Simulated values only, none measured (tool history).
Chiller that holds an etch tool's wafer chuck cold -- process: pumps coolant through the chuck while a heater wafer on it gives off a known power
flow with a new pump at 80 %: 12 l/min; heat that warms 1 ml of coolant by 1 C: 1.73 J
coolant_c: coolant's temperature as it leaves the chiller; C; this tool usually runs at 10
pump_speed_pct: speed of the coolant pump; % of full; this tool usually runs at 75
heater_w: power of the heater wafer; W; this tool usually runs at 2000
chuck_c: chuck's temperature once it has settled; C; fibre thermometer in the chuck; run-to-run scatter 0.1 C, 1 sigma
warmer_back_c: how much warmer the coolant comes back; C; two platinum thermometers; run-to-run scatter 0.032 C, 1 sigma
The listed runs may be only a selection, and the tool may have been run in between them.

Run 1, hour 0: usual settings. Result: chuck_c 24.1 C, warmer_back_c 6.21 C.
At hour 32.3: chiller's thermometer calibrated.
Run 2, hour 44.8: usual settings but pump_speed_pct 78 % of full. Result: chuck_c 23.8 C, warmer_back_c 5.96 C.
Run 3, hour 100.6: usual settings but pump_speed_pct 78 % of full. Result: chuck_c 23.7 C, warmer_back_c 5.95 C.
Run 4, hour 129.5: usual settings but heater_w 1408 W. Result: chuck_c 19.8 C, warmer_back_c 4.35 C.
Run 5, hour 192.1: usual settings but heater_w 1408 W. Result: chuck_c 19.8 C, warmer_back_c 4.38 C.
Run 6, hour 232.1: usual settings but pump_speed_pct 63 % of full. Result: chuck_c 26.1 C, warmer_back_c 7.39 C.
Run 7, hour 268.5: usual settings. Result: chuck_c 24.1 C, warmer_back_c 6.18 C.
Run 8, hour 295.2: usual settings. Result: chuck_c 24.3 C, warmer_back_c 6.23 C.
At hour 331.7: chiller's thermometer calibrated, once more.
Run 9, hour 332.9: usual settings. Result: chuck_c 24.5 C, warmer_back_c 6.17 C.
Run 10, hour 369.5: usual settings but heater_w 1984 W. Result: chuck_c 24.4 C, warmer_back_c 6.19 C.
Run 11, hour 400.7: usual settings but heater_w 1984 W. Result: chuck_c 24.4 C, warmer_back_c 6.12 C.
Run 12, hour 460.3: usual settings but coolant_c 17 C. Result: chuck_c 31.6 C, warmer_back_c 6.21 C.
Run 13, hour 523.3: usual settings but coolant_c 4 C. Result: chuck_c 18.3 C, warmer_back_c 6.21 C.
Run 14, hour 584.5: usual settings but coolant_c 4 C. Result: chuck_c 18.7 C, warmer_back_c 6.2 C.
Run 15, hour 636.9: usual settings. Result: chuck_c 24.6 C, warmer_back_c 6.23 C.
Run 16, hour 678.6: usual settings. Result: chuck_c 24.8 C, warmer_back_c 6.28 C.
Run 17, hour 717.8: usual settings but coolant_c 3 C, pump_speed_pct 66 % of full, heater_w 2306 W. Result: chuck_c 21.6 C, warmer_back_c 8.06 C.
Run 18, hour 760.8: usual settings but coolant_c 1 C, pump_speed_pct 82 % of full, heater_w 1934 W. Result: chuck_c 14.3 C, warmer_back_c 5.5 C.
Run 19, hour 810.6: usual settings but coolant_c 16 C, pump_speed_pct 82 % of full, heater_w 2090 W. Result: chuck_c 30.2 C, warmer_back_c 5.97 C.
Run 20, hour 849.3: usual settings but coolant_c 16 C, pump_speed_pct 82 % of full, heater_w 2090 W. Result: chuck_c 30.3 C, warmer_back_c 5.97 C.
Run 21, hour 889.7: usual settings but coolant_c 19 C, pump_speed_pct 74 % of full. Result: chuck_c 33.9 C, warmer_back_c 6.28 C.
Run 22, hour 921.1: usual settings but coolant_c 19 C, pump_speed_pct 61 % of full. Result: chuck_c 36.1 C, warmer_back_c 7.72 C.
Run 23, hour 965.4: usual settings but coolant_c 19 C, pump_speed_pct 61 % of full. Result: chuck_c 36.2 C, warmer_back_c 7.67 C.
Run 24, hour 1016.3: usual settings but coolant_c 3 C, heater_w 1544 W. Result: chuck_c 14.3 C, warmer_back_c 4.74 C.
Run 25, hour 1077.5: usual settings but pump_speed_pct 70 % of full. Result: chuck_c 25.5 C, warmer_back_c 6.7 C.
Run 26, hour 1137.6: usual settings but pump_speed_pct 87 % of full. Result: chuck_c 23.1 C, warmer_back_c 5.4 C.
Run 27, hour 1195.8: usual settings but pump_speed_pct 87 % of full. Result: chuck_c 23.1 C, warmer_back_c 5.34 C.
Run 28, hour 1257.6: usual settings but pump_speed_pct 99 % of full, heater_w 1080 W. Result: chuck_c 16.4 C, warmer_back_c 2.56 C.
Run 29, hour 1304.8: usual settings but pump_speed_pct 81 % of full, heater_w 1080 W. Result: chuck_c 17.3 C, warmer_back_c 3.13 C.
Run 30, hour 1356.5: usual settings but coolant_c 1 C, pump_speed_pct 62 % of full. Result: chuck_c 18 C, warmer_back_c 7.57 C.
Run 31, hour 1407.4: usual settings but coolant_c 1 C, pump_speed_pct 62 % of full. Result: chuck_c 18 C, warmer_back_c 7.61 C.

Consider 4 possible next runs. They are alternatives, not a sequence: every one starts from the tool as it was left by run 31. What does each give?
Run A, hour 1436.2: usual settings but coolant_c 14 C, pump_speed_pct 69 % of full, heater_w 1534 W. Result: chuck_c ?, warmer_back_c ?.
Run B, hour 1436.2: usual settings but coolant_c 1 C, pump_speed_pct 92 % of full, heater_w 2349 W. Result: chuck_c ?, warmer_back_c ?.
Run C, hour 1436.2: usual settings but coolant_c 9 C, pump_speed_pct 65 % of full. Result: chuck_c ?, warmer_back_c ?.
Run D, hour 1436.2: usual settings but coolant_c 16 C. Result: chuck_c ?, warmer_back_c ?.

run  chuck_c  warmer_back_c
  A     26.1           5.23
  B     15.8           6.06
  C     25.4           7.22
  D     30.6           6.26
With the hidden condition removed and each run's random variation left untouched, the same runs would have given:
run  chuck_c  warmer_back_c
  A     25.6           5.14
  B     15.2           5.95
  C     24.8           7.09
  D     30.1           6.15
